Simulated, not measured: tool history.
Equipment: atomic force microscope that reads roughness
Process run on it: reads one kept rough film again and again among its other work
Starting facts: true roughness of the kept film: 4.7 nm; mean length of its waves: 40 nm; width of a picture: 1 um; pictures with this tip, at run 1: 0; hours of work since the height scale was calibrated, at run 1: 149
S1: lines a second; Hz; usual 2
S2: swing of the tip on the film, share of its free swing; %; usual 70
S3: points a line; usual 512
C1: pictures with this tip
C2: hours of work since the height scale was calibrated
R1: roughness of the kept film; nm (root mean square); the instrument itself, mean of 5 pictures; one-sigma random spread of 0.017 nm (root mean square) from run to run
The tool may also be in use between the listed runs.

run 1 day=0 | S1=2 S2=70 S3=512 | C1=0 C2=149 | R1=4.026
run 2 day=0.862 | S1=2 S2=57 S3=512 | C1=27 C2=158 | R1=4.097
run 3 day=1.338 | S1=2 S2=70 S3=512 | C1=43 C2=164 | R1=3.769
-- day=2.025 new tip fitted
run 4 day=2.204 | S1=2 S2=70 S3=512 | C1=6 C2=173 | R1=3.996
run 5 day=2.7 | S1=2 S2=70 S3=512 | C1=21 C2=179 | R1=3.888
run 6 day=3.333 | S1=2 S2=70 S3=512 | C1=42 C2=186 | R1=3.809
-- day=4.038 new tip fitted
run 7 day=4.083 | S1=2 S2=70 S3=271 | C1=1 C2=194 | R1=3.984
run 8 day=4.962 | S1=2 S2=70 S3=271 | C1=29 C2=204 | R1=3.851
run 9 day=5.838 | S1=2 S2=70 S3=271 | C1=57 C2=214 | R1=3.693
-- day=5.925 height scale calibrated on a step standard
-- day=6.146 new tip fitted
run 10 day=6.512 | S1=2 S2=80 S3=512 | C1=12 C2=6 | R1=3.725
run 11 day=6.992 | S1=2 S2=80 S3=512 | C1=27 C2=12 | R1=3.672
run 12 day=7.829 | S1=2 S2=88 S3=343 | C1=54 C2=21 | R1=3.285
-- day=8.154 new tip fitted
run 13 day=8.746 | S1=2 S2=88 S3=343 | C1=18 C2=31 | R1=3.428
run 14 day=9.517 | S1=2 S2=88 S3=343 | C1=43 C2=40 | R1=3.357
-- day=10.162 new tip fitted
run 15 day=10.392 | S1=2 S2=88 S3=343 | C1=8 C2=50 | R1=3.5
-- day=10.996 height scale calibrated on a step standard, once more
run 16 day=10.996 | S1=2 S2=60 S3=264 | C1=25 C2=0 | R1=4.063
run 17 day=11.546 | S1=2 S2=66 S3=725 | C1=43 C2=6 | R1=3.896
-- day=12.229 new tip fitted
run 18 day=12.229 | S1=3.53 S2=77 S3=394 | C1=0 C2=14 | R1=3.529
run 19 day=12.917 | S1=2.18 S2=70 S3=512 | C1=22 C2=21 | R1=3.87
run 20 day=13.358 | S1=2.18 S2=61 S3=915 | C1=36 C2=26 | R1=3.954

Forecast each of these 3 alternatives for the next run:
run A day=13.733 | S1=2.49 S2=68 S3=915 | C1=48 C2=31 | R1=?
run B day=13.733 | S1=2 S2=67 S3=719 | C1=48 C2=31 | R1=?
run C day=13.733 | S1=0.54 S2=68 S3=776 | C1=48 C2=31 | R1=?

run=A R1=3.758
run=B R1=3.809
run=C R1=4.016
The same runs, with their run-to-run variation unchanged, on a tool lacking any hidden condition would have given:
run=A R1=4.017
run=B R1=4.072
run=C R1=4.293

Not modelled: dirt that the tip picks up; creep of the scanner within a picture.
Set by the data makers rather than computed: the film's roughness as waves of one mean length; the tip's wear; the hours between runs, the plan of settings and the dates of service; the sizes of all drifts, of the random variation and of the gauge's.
